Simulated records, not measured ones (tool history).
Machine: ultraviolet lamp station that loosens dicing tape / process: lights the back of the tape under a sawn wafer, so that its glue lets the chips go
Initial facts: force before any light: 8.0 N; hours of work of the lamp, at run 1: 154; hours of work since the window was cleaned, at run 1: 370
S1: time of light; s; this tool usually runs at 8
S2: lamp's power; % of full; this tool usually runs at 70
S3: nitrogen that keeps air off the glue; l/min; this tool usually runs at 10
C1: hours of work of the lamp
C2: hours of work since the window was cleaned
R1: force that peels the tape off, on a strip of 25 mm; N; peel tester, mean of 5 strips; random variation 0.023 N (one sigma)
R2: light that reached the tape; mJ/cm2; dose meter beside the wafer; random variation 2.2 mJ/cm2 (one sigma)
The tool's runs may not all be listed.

run	hour	S1	S2	S3	C1	C2	R1	R2
1	0	8	70	10	154	370	1.566	157
# hour 6.2: window cleaned of glue's vapour
2	55.9	8	78	10	181	24	1.386	169
3	133	8	60	10	219	62	2.09	127
4	176.1	8	60	10	240	83	2.226	126
5	232	8	60	10	267	111	2.134	120
6	282.2	8	60	10	292	136	2.329	121
7	368.6	8	61	10	334	178	2.249	119
8	422.6	4	61	10	361	204	4.172	54
9	520.3	4	61	12	409	252	4.367	57
10	596.9	8	88	10	447	290	1.542	157
# hour 616: window cleaned of glue's vapour, once more
11	639.4	8	88	10	467	11	0.98	205
12	709.5	8	88	10	502	46	1.027	198
13	794.4	8	70	10	543	88	1.648	149
14	883.6	8	70	10	587	131	1.678	149
15	980.9	12	70	4	635	179	1.384	215
16	1080.8	12	81	4	684	228	1.193	242
17	1132.8	8	61	10	709	254	2.292	117
18	1218.1	8	61	10	751	296	2.406	117
19	1296.2	15	61	12	790	334	0.868	211
20	1355.5	7	61	10	819	363	2.946	99
# hour 1376.8: window cleaned of glue's vapour
21	1397.6	7	61	6	839	10	3.081	106
22	1458.5	7	61	6	869	40	3.079	100
23	1511.1	13	85	4	895	66	0.975	262
24	1589.2	6	71	10	933	104	2.805	98
25	1653.7	4	99	3	965	136	4.054	89

Each run again, without the hidden state but with its own random variation kept:
Hidden state at play: lamp's light, % of a new lamp's; light that the window lets through, % of a clean one's; drift of the gauge itself on peel_n, %; drift of the gauge itself on dose_mj_cm2, %.
run	R1	R2
1	1.097	195
2	0.884	218
3	1.396	168
4	1.459	169
5	1.365	166
6	1.458	168
7	1.345	172
8	3.132	82
9	3.164	87
10	0.692	247
11	0.692	246
12	0.694	243
13	1.118	190
14	1.08	195
15	0.811	291
16	0.626	341
17	1.381	169
18	1.393	173
19	0.378	322
20	1.713	153
21	2.114	148
22	2.064	145
23	0.464	385
24	1.697	148
25	2.815	138
